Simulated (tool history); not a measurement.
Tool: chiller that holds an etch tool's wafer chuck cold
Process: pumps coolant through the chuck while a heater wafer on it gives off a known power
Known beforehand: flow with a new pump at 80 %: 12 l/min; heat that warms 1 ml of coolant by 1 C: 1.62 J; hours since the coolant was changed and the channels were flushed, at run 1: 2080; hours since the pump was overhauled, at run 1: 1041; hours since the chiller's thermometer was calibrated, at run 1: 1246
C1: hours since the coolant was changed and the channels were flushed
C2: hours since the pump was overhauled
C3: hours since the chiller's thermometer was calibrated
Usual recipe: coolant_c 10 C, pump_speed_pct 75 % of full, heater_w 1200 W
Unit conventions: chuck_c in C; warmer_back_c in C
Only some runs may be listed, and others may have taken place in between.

{"run": 1, "day": 0.0, "coolant_c": 10, "pump_speed_pct": 75, "heater_w": 1200, "C1": 2080, "C2": 1041, "C3": 1246, "chuck_c": 25.3, "warmer_back_c": 4.09}
{"run": 2, "day": 1.258, "coolant_c": 10, "pump_speed_pct": 75, "heater_w": 1200, "C1": 2111, "C2": 1071, "C3": 1277, "chuck_c": 25.4, "warmer_back_c": 4.08}
{"run": 3, "day": 3.075, "coolant_c": 10, "pump_speed_pct": 75, "heater_w": 1200, "C1": 2154, "C2": 1115, "C3": 1320, "chuck_c": 25.5, "warmer_back_c": 4.06}
{"run": 4, "day": 4.542, "coolant_c": 10, "pump_speed_pct": 64, "heater_w": 1200, "C1": 2189, "C2": 1150, "C3": 1355, "chuck_c": 28.1, "warmer_back_c": 4.86}
{"run": 5, "day": 5.979, "coolant_c": 10, "pump_speed_pct": 75, "heater_w": 1436, "C1": 2224, "C2": 1185, "C3": 1390, "chuck_c": 28.5, "warmer_back_c": 4.85}
{"run": 6, "day": 7.579, "coolant_c": 10, "pump_speed_pct": 75, "heater_w": 1200, "C1": 2262, "C2": 1223, "C3": 1428, "chuck_c": 25.6, "warmer_back_c": 4.08}
{"run": 7, "day": 9.579, "coolant_c": 10, "pump_speed_pct": 75, "heater_w": 1200, "C1": 2310, "C2": 1271, "C3": 1476, "chuck_c": 25.8, "warmer_back_c": 4.11}
{"run": 8, "day": 10.496, "coolant_c": 10, "pump_speed_pct": 75, "heater_w": 1200, "C1": 2332, "C2": 1293, "C3": 1498, "chuck_c": 25.6, "warmer_back_c": 4.08}
{"run": 9, "day": 12.379, "coolant_c": 10, "pump_speed_pct": 75, "heater_w": 1200, "C1": 2377, "C2": 1338, "C3": 1543, "chuck_c": 25.7, "warmer_back_c": 4.12}
{"day": 12.612, "done": "chiller's thermometer calibrated"}
{"run": 10, "day": 13.662, "coolant_c": 10, "pump_speed_pct": 75, "heater_w": 1200, "C1": 2407, "C2": 1368, "C3": 25, "chuck_c": 25.8, "warmer_back_c": 4.11}
{"run": 11, "day": 14.696, "coolant_c": 6, "pump_speed_pct": 75, "heater_w": 1200, "C1": 2432, "C2": 1393, "C3": 50, "chuck_c": 21.8, "warmer_back_c": 4.1}
{"day": 16.421, "done": "chiller's thermometer calibrated, once more"}
{"run": 12, "day": 16.421, "coolant_c": 6, "pump_speed_pct": 75, "heater_w": 1200, "C1": 2473, "C2": 1433, "C3": 0, "chuck_c": 21.7, "warmer_back_c": 4.1}
{"run": 13, "day": 17.404, "coolant_c": 17, "pump_speed_pct": 66, "heater_w": 1416, "C1": 2496, "C2": 1457, "C3": 24, "chuck_c": 37.8, "warmer_back_c": 5.54}

Alternative continuations, all from the tool just after run 13; predict every row:
{"run": "A", "day": 18.471, "coolant_c": 16, "pump_speed_pct": 90, "heater_w": 1224, "C1": 2522, "C2": 1482, "C3": 49, "chuck_c": "?", "warmer_back_c": "?"}
{"run": "B", "day": 18.471, "coolant_c": 19, "pump_speed_pct": 63, "heater_w": 1720, "C1": 2522, "C2": 1482, "C3": 49, "chuck_c": "?", "warmer_back_c": "?"}
{"run": "C", "day": 18.471, "coolant_c": 10, "pump_speed_pct": 75, "heater_w": 1733, "C1": 2522, "C2": 1482, "C3": 49, "chuck_c": "?", "warmer_back_c": "?"}
{"run": "D", "day": 18.471, "coolant_c": 10, "pump_speed_pct": 75, "heater_w": 1655, "C1": 2522, "C2": 1482, "C3": 49, "chuck_c": "?", "warmer_back_c": "?"}
{"run": "E", "day": 18.471, "coolant_c": 5, "pump_speed_pct": 95, "heater_w": 1616, "C1": 2522, "C2": 1482, "C3": 49, "chuck_c": "?", "warmer_back_c": "?"}

run=A chuck_c=29.2 warmer_back_c=3.41
run=B chuck_c=45.6 warmer_back_c=7.15
run=C chuck_c=32.4 warmer_back_c=5.95
run=D chuck_c=31.5 warmer_back_c=5.68
run=E chuck_c=21.5 warmer_back_c=4.26
With the hidden condition removed and each run's random variation left untouched, the same runs would have given:
run=A chuck_c=28.1 warmer_back_c=3.30
run=B chuck_c=43.4 warmer_back_c=6.91
run=C chuck_c=30.6 warmer_back_c=5.75
run=D chuck_c=29.7 warmer_back_c=5.49
run=E chuck_c=20.1 warmer_back_c=4.12
